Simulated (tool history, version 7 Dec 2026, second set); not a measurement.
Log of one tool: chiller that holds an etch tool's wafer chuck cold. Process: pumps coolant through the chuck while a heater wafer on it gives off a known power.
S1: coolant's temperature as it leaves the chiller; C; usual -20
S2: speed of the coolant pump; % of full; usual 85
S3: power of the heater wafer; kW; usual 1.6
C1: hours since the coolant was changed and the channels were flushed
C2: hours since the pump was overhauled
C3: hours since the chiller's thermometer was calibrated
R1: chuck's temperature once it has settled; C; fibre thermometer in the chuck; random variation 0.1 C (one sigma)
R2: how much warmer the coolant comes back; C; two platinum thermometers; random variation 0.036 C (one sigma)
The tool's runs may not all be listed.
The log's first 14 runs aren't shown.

run,hour,S1,S2,S3,C1,C2,C3,R1,R2
15,668.4,-20,64,1.6,3648,2185,4767,5,8.63
16,699.7,-20,64,1.6,3679,2216,4799,4.8,8.69
17,742.5,-16,68,1.161,3722,2259,4841,1.1,5.94
# hour 753.2: coolant pump overhauled
18,807.4,-16,73,0.84,3782,54,4901,-4.5,4.08
19,857.7,-11,73,1.078,3832,104,4952,3.9,5.19
20,919.4,-11,73,1.078,3894,166,5013,3.8,5.19
21,967.7,-11,69,1.149,3942,215,5062,5.8,5.82
22,1028.4,-21,81,1.293,4003,275,5122,-4.4,5.64
# hour 1067.9: coolant pump overhauled, once more
23,1074.1,-21,65,1.6,4043,6,5163,3,8.22
24,1113.7,-21,65,1.6,4083,46,5203,3.2,8.34
25,1162.1,-21,65,2.198,4131,94,5251,12.8,11.39
26,1214.3,-27,99,1.145,4184,146,5303,-14.9,3.92
# hour 1231.4: chiller's thermometer calibrated
27,1249.7,-26,76,0.857,4218,181,18,-14.1,3.84
28,1288.4,-26,89,1.168,4257,220,57,-11.7,4.43
29,1331.7,-20,74,1.609,4300,263,100,3,7.37
30,1387.8,-20,74,1.609,4356,319,156,2.9,7.41
31,1414.6,-14,85,1.6,4383,346,183,6.5,6.32

Forecast each of these 5 alternatives for the next run:
A,1468.1,-20,83,1.847,4436,399,237,?,?
B,1468.1,-26,96,1.6,4436,399,237,?,?
C,1468.1,-14,85,1.164,4436,399,237,?,?
D,1468.1,-14,95,1.026,4436,399,237,?,?
E,1468.1,-27,85,1.6,4436,399,237,?,?

run,R1,R2
A,4.1,7.56
B,-7.5,5.7
C,1,4.63
D,-2.2,3.68
E,-6.6,6.33
Without the tool's hidden state the same runs would have given:
run,R1,R2
A,1,7.53
B,-9.9,5.67
C,-0.9,4.61
D,-3.7,3.66
E,-9.2,6.3
